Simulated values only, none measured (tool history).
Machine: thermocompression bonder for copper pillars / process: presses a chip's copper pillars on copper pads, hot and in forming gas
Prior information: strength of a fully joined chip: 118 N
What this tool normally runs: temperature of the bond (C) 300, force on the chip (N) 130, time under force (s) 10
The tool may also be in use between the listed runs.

run   hour  temperature of the bond (C)  force on the chip (N)  time under force (s)  force that shears a chip off (N)
  1      0                          300                    130                    10                              89.6
  2   15.4                          300                    130                    10                              88.4
  3   41.8                          310                    130                    10                              95.5
  4   72.6                          310                    130                    10                              95.2
  5   93.9                          310                    130                    10                              93.8
  6  124.4                          300                    130                    10                              88.7
  7  138.4                          300                    130                    10                              87.9
  8  160.4                          300                    130                    10                              87.5
  9  183.2                          300                    130                    10                              87.9
 10  216.5                          300                    130                    10                              87.2
 11  240.7                          300                    130                     9                              85.3
 12  256.1                          300                    154                     9                              93.4
 13  278.6                          300                    154                     9                              94.1
 14  296.9                          300                    130                    11                                83
 15  326.2                          300                    130                    11                              83.7
 16  355.9                          300                    130                    11                              82.8
 17  374.7                          300                    130                    27                               100
 18    394                          300                    130                    27                              99.5
 19  421.2                          300                    130                    27                              99.3
 20  451.5                          284                    130                    10                                68
 21  475.6                          281                     90                     8                              42.8
 22  495.6                          281                     90                     8                              42.1
 23  519.9                          290                    171                    25                               102
 24  546.7                          300                    171                     8                              89.9
 25  572.3                          283                    130                    27                              86.4
 26    603                          283                    130                    27                              86.1
 27  620.5                          300                    120                     8                              71.3
 28  648.2                          297                     93                    10                              59.3
 29  678.8                          324                     93                    27                              97.2
 30    712                          324                     93                    27                              96.8
 31  736.6                          274                    130                    10                              58.5
 32  757.2                          308                    194                    10                             102.3
 33    787                          281                     85                    22                              60.4
 34    803                          309                     84                    21                              82.2
 35  831.9                          309                     84                    21                              81.5

Taken out of this log: 2 entries between the listed runs. Where each belongs, and how the hidden state differs across it:
Between runs 13 and 14: heater calibrated with a thermocouple chip (hour 283.7)
  true temperature of the bond over the reading, C: 8.3 -> 0.8; force that reaches the chip, % of what is set: 95.9 -> 95.8; oxide that the forming gas leaves, % of the face: 2.88 -> 2.98
  measured value less the no-hidden-state value, force that shears a chip off (N): +1.6 -> -3.8
Between runs 32 and 33: forming gas filter changed (hour 762.5)
  true temperature of the bond over the reading, C: 2.3 -> 2.4; force that reaches the chip, % of what is set: 94.7 -> 94.6; oxide that the forming gas leaves, % of the face: 5.95 -> 0.77
  measured value less the no-hidden-state value, force that shears a chip off (N): -6.6 -> -1.2

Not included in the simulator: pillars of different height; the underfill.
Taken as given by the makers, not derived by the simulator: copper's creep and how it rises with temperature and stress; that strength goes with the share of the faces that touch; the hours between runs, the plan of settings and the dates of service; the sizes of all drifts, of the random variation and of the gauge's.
